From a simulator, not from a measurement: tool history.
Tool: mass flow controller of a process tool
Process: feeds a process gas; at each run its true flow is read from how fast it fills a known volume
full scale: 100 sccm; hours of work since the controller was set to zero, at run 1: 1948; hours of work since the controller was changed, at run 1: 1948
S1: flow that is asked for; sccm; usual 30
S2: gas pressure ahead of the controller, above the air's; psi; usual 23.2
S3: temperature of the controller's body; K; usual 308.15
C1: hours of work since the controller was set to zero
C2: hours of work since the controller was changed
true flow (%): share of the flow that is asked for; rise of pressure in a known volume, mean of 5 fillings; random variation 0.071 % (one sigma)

run 1 hour=0 | S1=30 S2=23.2 S3=308.15 | C1=1948 C2=1948 | true_flow_(%)=98.99
run 2 hour=75.2 | S1=32 S2=23.2 S3=308.15 | C1=1999 C2=1999 | true_flow_(%)=99.12
run 3 hour=156.6 | S1=32 S2=23.2 S3=308.15 | C1=2055 C2=2055 | true_flow_(%)=99.07
run 4 hour=291.9 | S1=30 S2=20.7 S3=308.15 | C1=2147 C2=2147 | true_flow_(%)=98.88
run 5 hour=452.4 | S1=30 S2=20.7 S3=308.15 | C1=2256 C2=2256 | true_flow_(%)=98.83
run 6 hour=634.3 | S1=30 S2=20.7 S3=308.15 | C1=2380 C2=2380 | true_flow_(%)=98.9
run 7 hour=787.9 | S1=30 S2=20.7 S3=308.15 | C1=2484 C2=2484 | true_flow_(%)=98.81
run 8 hour=899.1 | S1=30 S2=23.2 S3=308.15 | C1=2560 C2=2560 | true_flow_(%)=98.79
run 9 hour=1048.3 | S1=36 S2=33.5 S3=303.15 | C1=2661 C2=2661 | true_flow_(%)=99.23
run 10 hour=1193.7 | S1=36 S2=33.5 S3=309.15 | C1=2760 C2=2760 | true_flow_(%)=99.55
run 11 hour=1345.9 | S1=11 S2=33.6 S3=301.15 | C1=2864 C2=2864 | true_flow_(%)=96.58
run 12 hour=1439.9 | S1=11 S2=33.6 S3=301.15 | C1=2928 C2=2928 | true_flow_(%)=96.47
run 13 hour=1565 | S1=25 S2=29.4 S3=311.15 | C1=3013 C2=3013 | true_flow_(%)=98.85
run 14 hour=1647.9 | S1=25 S2=29.4 S3=311.15 | C1=3070 C2=3070 | true_flow_(%)=98.96
run 15 hour=1831 | S1=25 S2=29.4 S3=311.15 | C1=3194 C2=3194 | true_flow_(%)=98.81

5 ways to go on from here, each from the tool as it stands after run 15. What would each give?
run A hour=1967.6 | S1=30 S2=35.4 S3=308.15 | C1=3287 C2=3287 | true_flow_(%)=?
run B hour=1967.6 | S1=30 S2=21.2 S3=293.15 | C1=3287 C2=3287 | true_flow_(%)=?
run C hour=1967.6 | S1=12 S2=23.2 S3=308.15 | C1=3287 C2=3287 | true_flow_(%)=?
run D hour=1967.6 | S1=53 S2=29.4 S3=311.15 | C1=3287 C2=3287 | true_flow_(%)=?
run E hour=1967.6 | S1=40 S2=26.7 S3=307.15 | C1=3287 C2=3287 | true_flow_(%)=?

run=A true_flow_(%)=99.22
run=B true_flow_(%)=98.06
run=C true_flow_(%)=96.51
run=D true_flow_(%)=100.16
run=E true_flow_(%)=99.31
Without the tool's hidden state the same runs would have given:
run=A true_flow_(%)=99.83
run=B true_flow_(%)=98.67
run=C true_flow_(%)=99.25
run=D true_flow_(%)=100.16
run=E true_flow_(%)=99.57
